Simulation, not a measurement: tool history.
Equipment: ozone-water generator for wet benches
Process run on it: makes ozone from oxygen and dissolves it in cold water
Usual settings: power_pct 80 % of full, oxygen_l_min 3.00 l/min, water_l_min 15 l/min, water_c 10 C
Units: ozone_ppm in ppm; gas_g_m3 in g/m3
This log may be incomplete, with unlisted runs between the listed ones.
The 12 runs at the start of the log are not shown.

| run | hour | power_pct | oxygen_l_min | water_l_min | water_c | hours of work since the electrodes were changed | hours of work since the contactor was cleaned | hours of work since the thermometer was calibrated | ozone_ppm | gas_g_m3 |
|---|---|---|---|---|---|---|---|---|---|---|
| 13 | 1183.6 | 80 | 3.00 | 15 | 10 | 2683 | 1715 | 1053 | 23.7 | 211.4 |
| 14 | 1285.6 | 80 | 3.00 | 15 | 10 | 2750 | 1783 | 1120 | 23.6 | 213.0 |
| 15 | 1401.3 | 80 | 3.00 | 15 | 10 | 2827 | 1859 | 1196 | 23.7 | 214.4 |
| 16 | 1510.9 | 80 | 3.00 | 15 | 10 | 2899 | 1931 | 1269 | 23.5 | 212.0 |
| 17 | 1608.3 | 59 | 4.72 | 19 | 14 | 2963 | 1996 | 1333 | 17.4 | 146.9 |
| 18 | 1669.2 | 80 | 3.00 | 20 | 10 | 3004 | 2036 | 1373 | 18.5 | 211.4 |
| 19 | 1770.1 | 86 | 3.00 | 15 | 18 | 3070 | 2103 | 1440 | 22.0 | 220.7 |
| 20 | 1866.9 | 65 | 4.32 | 16 | 10 | 3134 | 2166 | 1504 | 21.0 | 160.8 |
| 21 | 1994.1 | 66 | 2.88 | 13 | 8 | 3218 | 2250 | 1588 | 23.6 | 193.3 |
| 22 | 2110.8 | 45 | 1.55 | 15 | 8 | 3295 | 2327 | 1665 | 13.7 | 199.6 |
| 23 | 2196.6 | 80 | 3.15 | 17 | 10 | 3352 | 2384 | 1721 | 20.9 | 206.0 |
| 24 | 2274.1 | 73 | 3.69 | 23 | 12 | 3403 | 2435 | 1772 | 16.0 | 184.1 |
| 25 | 2361.9 | 73 | 3.65 | 23 | 12 | 3461 | 2493 | 1830 | 16.0 | 184.3 |
| 26 | 2424.2 | 73 | 3.65 | 13 | 12 | 3502 | 2534 | 1871 | 25.0 | 184.5 |
| 27 | 2481.3 | 73 | 3.65 | 13 | 12 | 3540 | 2572 | 1909 | 24.7 | 183.2 |
| 28 | 2545.9 | 73 | 3.65 | 13 | 12 | 3582 | 2615 | 1952 | 24.7 | 182.6 |
| 29 | 2629.5 | 80 | 2.67 | 15 | 10 | 3637 | 2670 | 2007 | 22.4 | 219.4 |
| 30 | 2713.7 | 68 | 1.50 | 9 | 10 | 3693 | 2725 | 2063 | 26.5 | 258.9 |
| 31 | 2788.5 | 97 | 3.00 | 14 | 10 | 3742 | 2775 | 2112 | 27.2 | 233.6 |
| 32 | 2864.6 | 80 | 2.53 | 11 | 10 | 3793 | 2825 | 2162 | 28.4 | 225.0 |

4 options for the next run, each taken on its own from the tool as it stands now. Forecast them:
| A | 2949.9 | 80 | 2.95 | 11 | 6 | 3849 | 2881 | 2218 | ? | ? |
| B | 2949.9 | 80 | 3.00 | 15 | 5 | 3849 | 2881 | 2218 | ? | ? |
| C | 2949.9 | 80 | 3.00 | 15 | 5 | 3849 | 2881 | 2218 | ? | ? |
| D | 2949.9 | 41 | 4.10 | 11 | 10 | 3849 | 2881 | 2218 | ? | ? |

| run | ozone_ppm | gas_g_m3 |
|---|---|---|
| A | 30.2 | 211.5 |
| B | 23.7 | 210.0 |
| C | 24.2 | 210.4 |
| D | 20.9 | 125.6 |
With the hidden condition removed and each run's random variation left untouched, the same runs would have given:
| run | ozone_ppm | gas_g_m3 |
|---|---|---|
| A | 32.8 | 222.8 |
| B | 25.9 | 221.3 |
| C | 26.4 | 221.7 |
| D | 22.3 | 129.8 |

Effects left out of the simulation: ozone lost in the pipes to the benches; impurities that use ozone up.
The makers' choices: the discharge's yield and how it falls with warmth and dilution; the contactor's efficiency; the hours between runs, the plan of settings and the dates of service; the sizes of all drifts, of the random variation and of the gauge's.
